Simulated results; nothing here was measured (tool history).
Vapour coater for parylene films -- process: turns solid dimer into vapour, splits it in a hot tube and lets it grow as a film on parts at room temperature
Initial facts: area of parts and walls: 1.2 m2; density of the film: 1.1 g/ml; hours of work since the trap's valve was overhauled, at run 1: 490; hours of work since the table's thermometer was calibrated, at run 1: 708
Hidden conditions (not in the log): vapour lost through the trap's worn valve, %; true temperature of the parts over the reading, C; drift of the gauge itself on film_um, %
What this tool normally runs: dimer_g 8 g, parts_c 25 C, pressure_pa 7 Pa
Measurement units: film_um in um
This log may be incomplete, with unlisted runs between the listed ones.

| run | day | dimer_g | parts_c | pressure_pa | hours of work since the trap's valve was overhauled | hours of work since the table's thermometer was calibrated | film_um |
|---|---|---|---|---|---|---|---|
| 1 | 0 | 8 | 25 | 7 | 490 | 708 | 3.12 |
| 2 | 0.621 | 8 | 25 | 7 | 500 | 718 | 3.13 |
| 3 | 1.542 | 8 | 25 | 7 | 516 | 734 | 3.11 |
| 4 | 2.162 | 8 | 25 | 7 | 527 | 745 | 3.1 |
| 5 | 3.275 | 10 | 25 | 7 | 546 | 763 | 3.82 |
| 6 | 3.792 | 10 | 25 | 7 | 554 | 772 | 3.84 |
| 7 | 4.367 | 8 | 34 | 7 | 564 | 782 | 2.31 |
| 8 | 5.271 | 8 | 34 | 7 | 580 | 797 | 2.29 |
| 9 | 6.362 | 8 | 34 | 7 | 598 | 816 | 2.32 |
| 10 | 6.946 | 8 | 18 | 7 | 608 | 826 | 3.75 |
|  | 7.212 | trap's valve overhauled |
| 11 | 8.158 | 8 | 25 | 4.31 | 16 | 844 | 3.59 |
| 12 | 9.392 | 8 | 25 | 7 | 37 | 865 | 3.41 |
| 13 | 10.271 | 8 | 25 | 7 | 52 | 880 | 3.31 |
| 14 | 11.029 | 8 | 25 | 7 | 65 | 893 | 3.36 |
| 15 | 12.2 | 5 | 25 | 7 | 85 | 913 | 2.1 |
| 16 | 13.262 | 8 | 17 | 7 | 103 | 931 | 4.24 |
| 17 | 14.292 | 8 | 17 | 7 | 121 | 949 | 4.27 |
| 18 | 14.8 | 8 | 17 | 7 | 129 | 957 | 4.36 |
| 19 | 15.342 | 8 | 17 | 7 | 139 | 966 | 4.24 |
| 20 | 16.238 | 7 | 25 | 7 | 154 | 982 | 2.87 |
| 21 | 17.212 | 7 | 25 | 7 | 171 | 998 | 2.88 |
| 22 | 17.825 | 10 | 25 | 7 | 181 | 1009 | 4.01 |
| 23 | 18.775 | 8 | 25 | 7 | 197 | 1025 | 3.25 |
| 24 | 19.796 | 8 | 25 | 7 | 215 | 1042 | 3.26 |
| 25 | 20.354 | 6 | 25 | 2.21 | 224 | 1052 | 2.75 |
| 26 | 21.325 | 6 | 22 | 8.91 | 241 | 1069 | 2.55 |
| 27 | 22.492 | 4 | 30 | 5.98 | 261 | 1088 | 1.39 |
| 28 | 23.058 | 11 | 23 | 4.1 | 270 | 1098 | 4.95 |
| 29 | 23.725 | 10 | 27 | 11.13 | 282 | 1109 | 3.62 |
| 30 | 24.571 | 4 | 37 | 11.13 | 296 | 1124 | 1.05 |
| 31 | 25.279 | 8 | 25 | 10.45 | 308 | 1136 | 3.1 |
| 32 | 26.3 | 8 | 25 | 10.45 | 326 | 1153 | 3.09 |
| 33 | 26.979 | 8 | 25 | 10.45 | 337 | 1165 | 3.03 |
| 34 | 28.062 | 5 | 25 | 10.45 | 356 | 1183 | 1.97 |
| 35 | 28.762 | 5 | 21 | 4.53 | 368 | 1195 | 2.35 |
| 36 | 29.758 | 3 | 19 | 4.53 | 385 | 1212 | 1.55 |
| 37 | 30.7 | 13 | 25 | 2.16 | 401 | 1228 | 5.77 |
| 38 | 31.688 | 6 | 30 | 2.58 | 417 | 1245 | 2.21 |
| 39 | 32.433 | 11 | 21 | 7 | 430 | 1258 | 4.87 |
| 40 | 33.467 | 4 | 21 | 7 | 448 | 1276 | 1.76 |
| 41 | 34.529 | 11 | 21 | 4.77 | 466 | 1294 | 5.04 |
| 42 | 35.275 | 11 | 21 | 4.77 | 479 | 1306 | 5.01 |
| 43 | 35.958 | 10 | 28 | 9.02 | 490 | 1318 | 3.45 |
| 44 | 36.571 | 14 | 18 | 8.41 | 501 | 1329 | 6.61 |
| 45 | 37.192 | 10 | 18 | 6.86 | 511 | 1339 | 4.81 |
| 46 | 38.333 | 10 | 25 | 7 | 531 | 1359 | 3.85 |
| 47 | 39.2 | 8 | 21 | 7 | 546 | 1373 | 3.53 |

Measured minus without-hidden-state, run by run (identical run-to-run variation in each term; gauge scatter may differ):
| run | film_um |
|---|---|
| 1 | -0.35 |
| 2 | -0.36 |
| 3 | -0.37 |
| 4 | -0.37 |
| 5 | -0.48 |
| 6 | -0.49 |
| 7 | -0.29 |
| 8 | -0.3 |
| 9 | -0.31 |
| 10 | -0.52 |
| 11 | -0.08 |
| 12 | -0.09 |
| 13 | -0.1 |
| 14 | -0.11 |
| 15 | -0.08 |
| 16 | -0.17 |
| 17 | -0.18 |
| 18 | -0.19 |
| 19 | -0.19 |
| 20 | -0.13 |
| 21 | -0.15 |
| 22 | -0.21 |
| 23 | -0.19 |
| 24 | -0.19 |
| 25 | -0.16 |
| 26 | -0.16 |
| 27 | -0.09 |
| 28 | -0.35 |
| 29 | -0.26 |
| 30 | -0.08 |
| 31 | -0.24 |
| 32 | -0.25 |
| 33 | -0.26 |
| 34 | -0.17 |
| 35 | -0.21 |
| 36 | -0.14 |
| 37 | -0.56 |
| 38 | -0.22 |
| 39 | -0.5 |
| 40 | -0.19 |
| 41 | -0.56 |
| 42 | -0.56 |
| 43 | -0.4 |
| 44 | -0.78 |
| 45 | -0.58 |
| 46 | -0.48 |
| 47 | -0.45 |
